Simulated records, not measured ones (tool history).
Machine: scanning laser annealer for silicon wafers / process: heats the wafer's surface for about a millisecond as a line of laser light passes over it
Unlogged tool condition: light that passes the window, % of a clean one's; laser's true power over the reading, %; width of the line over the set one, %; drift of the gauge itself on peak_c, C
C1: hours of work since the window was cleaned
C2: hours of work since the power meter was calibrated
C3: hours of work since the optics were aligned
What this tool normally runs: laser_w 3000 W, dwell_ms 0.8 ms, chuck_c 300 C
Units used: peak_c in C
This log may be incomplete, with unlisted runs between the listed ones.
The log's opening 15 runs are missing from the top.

-- day=5.242 optics aligned, line set to its width
run 16 day=5.662 | laser_w=3000 dwell_ms=0.58 chuck_c=300 | C1=142 C2=223 C3=5 | peak_c=901
run 17 day=6.142 | laser_w=3000 dwell_ms=0.58 chuck_c=300 | C1=147 C2=228 C3=10 | peak_c=905
run 18 day=6.367 | laser_w=3000 dwell_ms=0.58 chuck_c=300 | C1=150 C2=231 C3=13 | peak_c=899
run 19 day=6.583 | laser_w=3000 dwell_ms=0.8 chuck_c=300 | C1=152 C2=233 C3=15 | peak_c=1006
run 20 day=6.938 | laser_w=3000 dwell_ms=0.8 chuck_c=300 | C1=156 C2=237 C3=19 | peak_c=1008
run 21 day=7.15 | laser_w=3000 dwell_ms=0.715 chuck_c=289 | C1=158 C2=239 C3=21 | peak_c=957
run 22 day=7.5 | laser_w=2936 dwell_ms=0.854 chuck_c=293 | C1=162 C2=243 C3=25 | peak_c=1010
run 23 day=7.879 | laser_w=2857 dwell_ms=0.902 chuck_c=300 | C1=166 C2=248 C3=30 | peak_c=1014
run 24 day=8.283 | laser_w=3299 dwell_ms=0.584 chuck_c=261 | C1=171 C2=252 C3=34 | peak_c=923
run 25 day=8.662 | laser_w=3299 dwell_ms=0.584 chuck_c=261 | C1=175 C2=256 C3=38 | peak_c=922
run 26 day=9.108 | laser_w=3299 dwell_ms=0.722 chuck_c=338 | C1=180 C2=261 C3=43 | peak_c=1077
run 27 day=9.379 | laser_w=3000 dwell_ms=0.959 chuck_c=313 | C1=183 C2=265 C3=46 | peak_c=1086
run 28 day=9.604 | laser_w=2710 dwell_ms=0.8 chuck_c=300 | C1=186 C2=267 C3=49 | peak_c=940
run 29 day=10.075 | laser_w=3282 dwell_ms=0.8 chuck_c=300 | C1=191 C2=272 C3=54 | peak_c=1070

Predict the results of run 30:
run 30 day=10.429 | laser_w=2839 dwell_ms=0.942 chuck_c=268 | C1=195 C2=276 C3=58 | peak_c=?

Run 30 came out at peak_c 991 C.
On a tool with no hidden condition, and with the same random variation, this run would have come out at peak_c 1001 C.
